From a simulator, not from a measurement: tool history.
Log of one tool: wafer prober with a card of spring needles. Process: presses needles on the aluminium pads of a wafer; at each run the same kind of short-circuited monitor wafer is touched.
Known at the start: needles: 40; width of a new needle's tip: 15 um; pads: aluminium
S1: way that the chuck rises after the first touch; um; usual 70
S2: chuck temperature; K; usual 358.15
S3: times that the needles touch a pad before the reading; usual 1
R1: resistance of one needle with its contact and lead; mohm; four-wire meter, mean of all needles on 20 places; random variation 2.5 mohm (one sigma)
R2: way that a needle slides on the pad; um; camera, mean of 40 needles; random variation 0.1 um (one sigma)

run,hour,S1,S2,S3,R1,R2
1,0,70,358.15,1,283,9.41
# hour 4.8: tips cleaned on abrasive film
# hour 9.6: tips cleaned on abrasive film
2,11.7,70,358.15,1,283,9.36
# hour 15.4: tips cleaned on abrasive film
# hour 20.9: tips cleaned on abrasive film
# hour 26.5: tips cleaned on abrasive film
3,29.1,70,358.15,1,287,9.39
# hour 31.3: tips cleaned on abrasive film
# hour 37: tips cleaned on abrasive film
# hour 43: tips cleaned on abrasive film
4,43.2,70,344.15,1,279,9.28
# hour 48: tips cleaned on abrasive film
# hour 54: tips cleaned on abrasive film
5,56.4,70,358.15,1,280,9.53
# hour 59.8: tips cleaned on abrasive film
# hour 65.7: tips cleaned on abrasive film
6,70.4,59,358.15,1,288,7.98
# hour 71.7: tips cleaned on abrasive film
# hour 77.2: tips cleaned on abrasive film
# hour 83: tips cleaned on abrasive film
7,87.4,59,358.15,1,288,7.96
# hour 88.7: tips cleaned on abrasive film
# hour 94.5: tips cleaned on abrasive film
# hour 99.3: tips cleaned on abrasive film
8,101.6,70,358.15,1,281,9.39
# hour 104.2: height of the first contact set anew
# hour 105.3: tips cleaned on abrasive film
# hour 111.1: tips cleaned on abrasive film
9,114.3,70,358.15,3,285,9.4
# hour 116.5: tips cleaned on abrasive film
# hour 121.3: tips cleaned on abrasive film
# hour 126.9: tips cleaned on abrasive film
10,126.9,70,358.15,3,282,9.39
# hour 132.9: tips cleaned on abrasive film
# hour 138.7: tips cleaned on abrasive film
# hour 143.5: tips cleaned on abrasive film
11,145.2,70,358.15,1,284,9.38
# hour 148.9: tips cleaned on abrasive film
# hour 154.4: tips cleaned on abrasive film
12,154.4,70,354.15,1,282,9.35
# hour 160.3: tips cleaned on abrasive film
13,163.8,71,354.15,1,282,9.58
# hour 166: tips cleaned on abrasive film
# hour 172: tips cleaned on abrasive film
14,173.1,70,358.15,1,282,9.2
# hour 178: tips cleaned on abrasive film
# hour 183.9: tips cleaned on abrasive film
# hour 189.6: tips cleaned on abrasive film
15,190,70,358.15,1,285,9.39
# hour 194.8: tips cleaned on abrasive film
# hour 200.8: tips cleaned on abrasive film
16,202.6,71,324.15,1,275,9.38
# hour 206.2: tips cleaned on abrasive film
# hour 212: tips cleaned on abrasive film
# hour 217.5: tips cleaned on abrasive film
17,221.1,71,324.15,1,267,9.56
# hour 222.4: tips cleaned on abrasive film
# hour 228.1: tips cleaned on abrasive film
18,230.7,57,332.15,1,281,7.76
# hour 233.2: tips cleaned on abrasive film
# hour 238: tips cleaned on abrasive film
# hour 242.8: tips cleaned on abrasive film
# hour 248.7: tips cleaned on abrasive film
19,252.4,54,305.15,2,277,7.19
# hour 253.6: tips cleaned on abrasive film
# hour 258.5: tips cleaned on abrasive film
# hour 264.3: tips cleaned on abrasive film
# hour 269.1: tips cleaned on abrasive film
20,272.5,64,358.15,1,283,8.51
# hour 275: tips cleaned on abrasive film
# hour 279.8: tips cleaned on abrasive film
# hour 285.1: tips cleaned on abrasive film
21,285.1,68,351.15,2,282,9.05
# hour 289.9: tips cleaned on abrasive film
# hour 295.6: tips cleaned on abrasive film
# hour 300.4: tips cleaned on abrasive film
22,301.2,51,312.15,1,275,6.91
# hour 306: tips cleaned on abrasive film
# hour 310.8: tips cleaned on abrasive film
# hour 316.8: tips cleaned on abrasive film
# hour 322.3: tips cleaned on abrasive film
23,322.3,85,320.15,1,265,11.46
# hour 328.2: tips cleaned on abrasive film
# hour 333.9: tips cleaned on abrasive film
24,334.5,85,321.15,1,269,11.49
# hour 339.3: tips cleaned on abrasive film
# hour 344.1: tips cleaned on abrasive film
# hour 349.9: tips cleaned on abrasive film
25,352,70,358.15,3,284,9.22
# hour 355.5: tips cleaned on abrasive film
# hour 361.2: tips cleaned on abrasive film
26,361.9,50,331.15,1,281,6.7
# hour 366.5: tips cleaned on abrasive film
# hour 372.3: tips cleaned on abrasive film
# hour 378.2: tips cleaned on abrasive film
27,380,73,331.15,2,272,9.9
# hour 383.6: tips cleaned on abrasive film
# hour 389.3: tips cleaned on abrasive film
28,393.6,78,346.15,2,276,10.32
# hour 394.9: tips cleaned on abrasive film
# hour 400.7: tips cleaned on abrasive film
29,403,78,346.15,2,276,10.49

3 ways to go on from here, each from the tool as it stands after run 29. What would each give?
# hour 406.6: tips cleaned on abrasive film
# hour 412.5: tips cleaned on abrasive film
A,416.4,78,319.15,2,?,?
# hour 406.6: tips cleaned on abrasive film
# hour 412.5: tips cleaned on abrasive film
B,416.4,78,347.15,2,?,?
# hour 406.6: tips cleaned on abrasive film
# hour 412.5: tips cleaned on abrasive film
C,416.4,67,320.15,1,?,?

run,R1,R2
A,268,10.27
B,278,10.51
C,277,8.97
Without the tool's hidden state the same runs would have given:
run,R1,R2
A,268,10.27
B,278,10.52
C,277,8.97

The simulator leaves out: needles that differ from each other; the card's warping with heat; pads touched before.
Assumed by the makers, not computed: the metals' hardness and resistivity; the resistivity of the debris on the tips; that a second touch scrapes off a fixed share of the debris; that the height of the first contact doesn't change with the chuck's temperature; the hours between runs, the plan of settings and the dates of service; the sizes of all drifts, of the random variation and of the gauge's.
